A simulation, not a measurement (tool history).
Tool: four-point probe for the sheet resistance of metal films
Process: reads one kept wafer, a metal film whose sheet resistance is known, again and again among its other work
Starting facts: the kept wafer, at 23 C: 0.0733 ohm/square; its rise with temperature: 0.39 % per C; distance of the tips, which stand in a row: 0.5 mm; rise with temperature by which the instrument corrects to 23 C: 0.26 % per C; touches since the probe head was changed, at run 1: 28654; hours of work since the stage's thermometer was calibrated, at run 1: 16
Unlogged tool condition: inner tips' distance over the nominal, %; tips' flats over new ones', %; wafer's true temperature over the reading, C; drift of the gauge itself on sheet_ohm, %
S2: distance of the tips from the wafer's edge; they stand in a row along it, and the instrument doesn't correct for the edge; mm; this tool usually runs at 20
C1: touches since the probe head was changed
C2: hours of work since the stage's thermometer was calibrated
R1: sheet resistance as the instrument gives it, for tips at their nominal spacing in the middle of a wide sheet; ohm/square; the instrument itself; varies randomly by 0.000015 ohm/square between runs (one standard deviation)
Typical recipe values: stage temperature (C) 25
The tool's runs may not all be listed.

run 1 day=0 | stage_temperature_(C)=25 S2=20 | C1=28654 C2=16 | R1=0.073485
run 2 day=1.454 | stage_temperature_(C)=25 S2=20 | C1=30132 C2=34 | R1=0.073511
run 3 day=2.504 | stage_temperature_(C)=25 S2=20 | C1=31198 C2=47 | R1=0.073496
run 4 day=4.104 | stage_temperature_(C)=25 S2=4 | C1=32822 C2=67 | R1=0.074086
run 5 day=5.617 | stage_temperature_(C)=32 S2=4 | C1=34356 C2=86 | R1=0.074754
run 6 day=7.275 | stage_temperature_(C)=29 S2=20 | C1=36042 C2=107 | R1=0.073893
run 7 day=8.683 | stage_temperature_(C)=25 S2=20 | C1=37472 C2=125 | R1=0.073513
run 8 day=9.896 | stage_temperature_(C)=25 S2=20 | C1=38704 C2=140 | R1=0.073509
run 9 day=11.188 | stage_temperature_(C)=31 S2=20 | C1=40015 C2=156 | R1=0.074081
run 10 day=12.45 | stage_temperature_(C)=31 S2=20 | C1=41297 C2=172 | R1=0.074071
run 11 day=13.592 | stage_temperature_(C)=25 S2=3 | C1=42456 C2=187 | R1=0.074602
run 12 day=14.512 | stage_temperature_(C)=25 S2=3 | C1=43390 C2=198 | R1=0.074596
run 13 day=16.021 | stage_temperature_(C)=25 S2=20 | C1=44923 C2=217 | R1=0.073549
run 14 day=17.246 | stage_temperature_(C)=25 S2=20 | C1=46167 C2=233 | R1=0.07353
run 15 day=18.738 | stage_temperature_(C)=32 S2=20 | C1=47680 C2=251 | R1=0.074203
run 16 day=19.967 | stage_temperature_(C)=31 S2=17 | C1=48930 C2=267 | R1=0.074103

For run 17, what comes out?
run 17 day=21.362 | stage_temperature_(C)=25 S2=9 | C1=50348 C2=285 | R1=?

Logged for run 17: R1 0.073665 ohm/square.
Without the tool's hidden state the same run would have given R1 0.073625 ohm/square.

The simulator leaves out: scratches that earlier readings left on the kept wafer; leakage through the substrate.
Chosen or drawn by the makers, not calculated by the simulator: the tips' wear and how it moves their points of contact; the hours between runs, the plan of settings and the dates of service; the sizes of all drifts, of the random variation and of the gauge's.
